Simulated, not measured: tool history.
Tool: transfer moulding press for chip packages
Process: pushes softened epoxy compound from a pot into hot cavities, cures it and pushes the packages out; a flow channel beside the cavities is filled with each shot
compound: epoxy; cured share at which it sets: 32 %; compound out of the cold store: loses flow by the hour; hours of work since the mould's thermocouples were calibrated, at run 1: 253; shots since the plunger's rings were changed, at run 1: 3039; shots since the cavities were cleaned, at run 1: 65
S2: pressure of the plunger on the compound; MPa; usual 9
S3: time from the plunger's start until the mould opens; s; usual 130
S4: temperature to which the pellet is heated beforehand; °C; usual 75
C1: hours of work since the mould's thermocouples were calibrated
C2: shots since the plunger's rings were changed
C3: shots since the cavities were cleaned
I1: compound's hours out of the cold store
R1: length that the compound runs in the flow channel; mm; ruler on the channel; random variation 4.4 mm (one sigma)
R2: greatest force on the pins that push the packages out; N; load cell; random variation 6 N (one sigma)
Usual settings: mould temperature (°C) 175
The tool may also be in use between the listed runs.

Run 1, hour 0: usual settings; C1 253; C2 3039; C3 65; I1 37.5. Result: R1 539 mm, R2 228 N.
Run 2, hour 6.8: usual settings; C1 256; C2 3083; C3 109; I1 12.2. Result: R1 615 mm, R2 261 N.
Run 3, hour 20.3: usual settings; C1 262; C2 3171; C3 197; I1 46.3. Result: R1 508 mm, R2 274 N.
Run 4, hour 33.7: usual settings; C1 267; C2 3257; C3 283; I1 27.2. Result: R1 560 mm, R2 298 N.
Run 5, hour 42.5: usual settings but S4 76 °C; C1 271; C2 3315; C3 341; I1 31.5. Result: R1 547 mm, R2 298 N.
Run 6, hour 57.5: usual settings; C1 278; C2 3412; C3 438; I1 46.1. Result: R1 509 mm, R2 328 N.
Run 7, hour 71.6: usual settings but S2 9.66 MPa; C1 284; C2 3504; C3 530; I1 33.1. Result: R1 559 mm, R2 350 N.
Run 8, hour 87: usual settings but S2 9.66 MPa; C1 290; C2 3604; C3 630; I1 15.3. Result: R1 611 mm, R2 374 N.
At hour 89.6: cavities cleaned with cleaning compound and waxed.
Run 9, hour 97: usual settings; C1 294; C2 3660; C3 49; I1 21.5. Result: R1 576 mm, R2 453 N.
Run 10, hour 104.3: usual settings; C1 297; C2 3707; C3 96; I1 33.2. Result: R1 538 mm, R2 443 N.
Run 11, hour 111: usual settings; C1 300; C2 3751; C3 140; I1 27. Result: R1 556 mm, R2 455 N.
Run 12, hour 118.7: usual settings; C1 303; C2 3800; C3 189; I1 13.2. Result: R1 603 mm, R2 444 N.
Run 13, hour 128.3: usual settings but S4 69 °C; C1 308; C2 3863; C3 252; I1 13. Result: R1 594 mm, R2 459 N.
Run 14, hour 135.3: usual settings but S4 69 °C; C1 311; C2 3908; C3 297; I1 28.9. Result: R1 550 mm, R2 463 N.
At hour 143.8: cavities cleaned with cleaning compound and waxed, once more.
Run 15, hour 149.4: usual settings but mould temperature (°C) 168, S4 69 °C; C1 316; C2 3990; C3 36; I1 17.2. Result: R1 595 mm, R2 351 N.
Run 16, hour 164.6: usual settings but mould temperature (°C) 172, S3 125 s, S4 69 °C; C1 323; C2 4089; C3 135; I1 15.7. Result: R1 592 mm, R2 330 N.
Run 17, hour 173: usual settings but mould temperature (°C) 172, S3 147 s; C1 326; C2 4144; C3 190; I1 38.8. Result: R1 525 mm, R2 269 N.
Run 18, hour 185.1: usual settings but S2 7.96 MPa, S3 162 s; C1 331; C2 4222; C3 268; I1 34.9. Result: R1 501 mm, R2 270 N.
Run 19, hour 194.3: usual settings but S2 7.96 MPa, S3 162 s; C1 335; C2 4282; C3 328; I1 38.5. Result: R1 490 mm, R2 278 N.
Run 20, hour 206.5: usual settings but mould temperature (°C) 169, S2 6.89 MPa, S3 162 s, S4 80 °C; C1 341; C2 4362; C3 408; I1 35.4. Result: R1 473 mm, R2 315 N.
Run 21, hour 216.9: usual settings but S3 157 s; C1 345; C2 4429; C3 475; I1 9.2. Result: R1 607 mm, R2 312 N.
Run 22, hour 227.4: usual settings but mould temperature (°C) 181, S3 157 s; C1 350; C2 4497; C3 543; I1 27.5. Result: R1 541 mm, R2 310 N.
Run 23, hour 239.1: usual settings but mould temperature (°C) 181, S3 113 s, S4 67 °C; C1 355; C2 4574; C3 620; I1 10.7. Result: R1 585 mm, R2 356 N.
At hour 243.5: cavities cleaned with cleaning compound and waxed.
Run 24, hour 248.2: usual settings but mould temperature (°C) 170, S3 153 s; C1 358; C2 4623; C3 31; I1 23.7. Result: R1 559 mm, R2 237 N.
Run 25, hour 262.9: usual settings but mould temperature (°C) 170, S2 9.3 MPa, S3 137 s, S4 81 °C; C1 364; C2 4719; C3 127; I1 23.6. Result: R1 577 mm, R2 309 N.
Run 26, hour 270.9: usual settings but mould temperature (°C) 170, S2 9.3 MPa, S3 147 s, S4 81 °C; C1 368; C2 4770; C3 178; I1 42.1. Result: R1 520 mm, R2 285 N.
Run 27, hour 281.7: usual settings but mould temperature (°C) 182, S2 7.63 MPa, S3 154 s, S4 81 °C; C1 373; C2 4841; C3 249; I1 15.1. Result: R1 520 mm, R2 268 N.
Run 28, hour 289.5: usual settings but mould temperature (°C) 182, S2 7.63 MPa, S3 154 s, S4 81 °C; C1 376; C2 4892; C3 300; I1 27.3. Result: R1 487 mm, R2 280 N.

Hidden state or all else? Some run-to-run changes of R1, split into what the settings, what came in and random variation would give without the hidden state, and what is left for the hidden state (with any gauge scatter that isn't in both results):
The hidden state here: true mould temperature over the reading, C; pressure that reaches the compound, % of what is set; grip of the stained cavities, % over clean ones'; drift of the gauge itself on flow_mm, %; drift of the gauge itself on push_out_n, %.
Run 2 -> 3: no setting changed, nothing entered. R1 -107 mm: hidden state +6, all else -113.
Run 20 -> 21: mould temperature (°C) 169 -> 175, S2 6.89 -> 9, S3 162 -> 157, S4 80 -> 75. R1 +134 mm: hidden state -12, all else +146.
